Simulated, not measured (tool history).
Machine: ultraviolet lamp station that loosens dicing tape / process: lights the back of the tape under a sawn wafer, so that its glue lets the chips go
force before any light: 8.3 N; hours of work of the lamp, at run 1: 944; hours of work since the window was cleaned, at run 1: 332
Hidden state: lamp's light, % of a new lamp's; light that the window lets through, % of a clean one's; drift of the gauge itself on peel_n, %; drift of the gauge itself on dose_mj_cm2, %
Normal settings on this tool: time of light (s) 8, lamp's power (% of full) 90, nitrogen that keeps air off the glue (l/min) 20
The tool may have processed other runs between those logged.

run	hour	time of light (s)	lamp's power (% of full)	nitrogen that keeps air off the glue (l/min)	hours of work of the lamp	hours of work since the window was cleaned	force that peels the tape off (N)	light that reached the tape (J/m2)
1	0.0	8	90	20	944	332	0.783	4840
2	56.4	8	92	20	982	371	0.766	4820
# hour 83.8: window cleaned of glue's vapour
3	132.0	8	92	20	1034	33	1.000	4160
4	171.0	8	92	20	1061	60	1.069	4060
# hour 250.0: window cleaned of glue's vapour, once more
5	251.7	8	77	20	1116	1	0.824	4680
6	305.3	8	77	20	1153	38	0.894	4580
7	375.0	8	90	16	1201	86	0.814	5150
8	419.4	8	90	16	1231	117	0.860	5070
9	473.3	8	90	16	1268	154	0.882	4980
10	550.6	8	77	16	1322	207	1.235	4120
11	610.9	8	77	16	1363	248	1.354	4030
12	669.3	8	90	9	1403	288	1.672	4560
13	729.3	8	90	9	1444	330	1.624	4400
14	804.3	8	90	9	1496	381	1.736	4310
# hour 812.5: window cleaned of glue's vapour
15	872.7	8	90	9	1543	41	1.398	4950
16	931.0	8	90	9	1583	81	1.484	4830
17	978.5	8	90	20	1615	114	0.781	4710
18	1038.0	8	90	20	1656	155	0.836	4670
19	1096.3	8	90	20	1696	195	0.887	4480
20	1169.2	8	90	20	1747	245	0.960	4380
# hour 1239.4: lamp changed
21	1254.0	13	90	20	10	303	0.190	9060
22	1303.5	4	90	20	44	337	2.081	2710
# hour 1380.6: window cleaned of glue's vapour
23	1385.0	10	89	17	100	3	0.295	7760
24	1469.2	5	89	17	158	61	1.444	3760
25	1520.1	7	85	8	193	96	1.582	4950
26	1578.2	7	85	8	233	136	1.559	4820
27	1627.9	4	74	10	267	170	3.316	2340
28	1687.4	8	90	13	308	211	0.863	5680
29	1766.5	6	85	9	362	265	2.105	3830
30	1830.5	5	85	9	406	309	2.620	3130
31	1876.2	5	85	9	438	341	2.783	3040
32	1910.3	5	86	28	461	364	1.442	2990
# hour 1943.5: window cleaned of glue's vapour
33	1951.0	12	90	20	489	5	0.203	9030
34	1999.5	12	90	20	522	39	0.206	8790
35	2052.9	12	90	20	559	75	0.208	8650
36	2096.3	12	90	20	589	105	0.230	8420
37	2155.8	12	81	20	630	146	0.293	7420
38	2236.4	13	70	20	685	201	0.364	6680
39	2311.4	13	81	20	737	253	0.295	7630
40	2381.7	9	62	20	785	301	1.204	3900
41	2454.2	9	62	20	835	351	1.262	3810
# hour 2509.7: window cleaned of glue's vapour
42	2509.7	9	89	8	873	0	1.049	6240
43	2588.9	9	89	8	927	54	1.099	6000

Predict each of these 4 candidate next runs independently; none follows another, all start after run 43:
A	2653.5	8	90	35	971	99	?	?
B	2653.5	9	87	8	971	99	?	?
C	2653.5	4	78	34	971	99	?	?
D	2653.5	13	73	38	971	99	?	?

run	force that peels the tape off (N)	light that reached the tape (J/m2)
A	0.401	5250
B	1.176	5800
C	1.986	2310
D	0.205	6950
The same runs, with their run-to-run variation unchanged, on a tool lacking any hidden condition would have given:
run	force that peels the tape off (N)	light that reached the tape (J/m2)
A	0.256	6390
B	0.801	7050
C	1.481	2810
D	0.154	8460
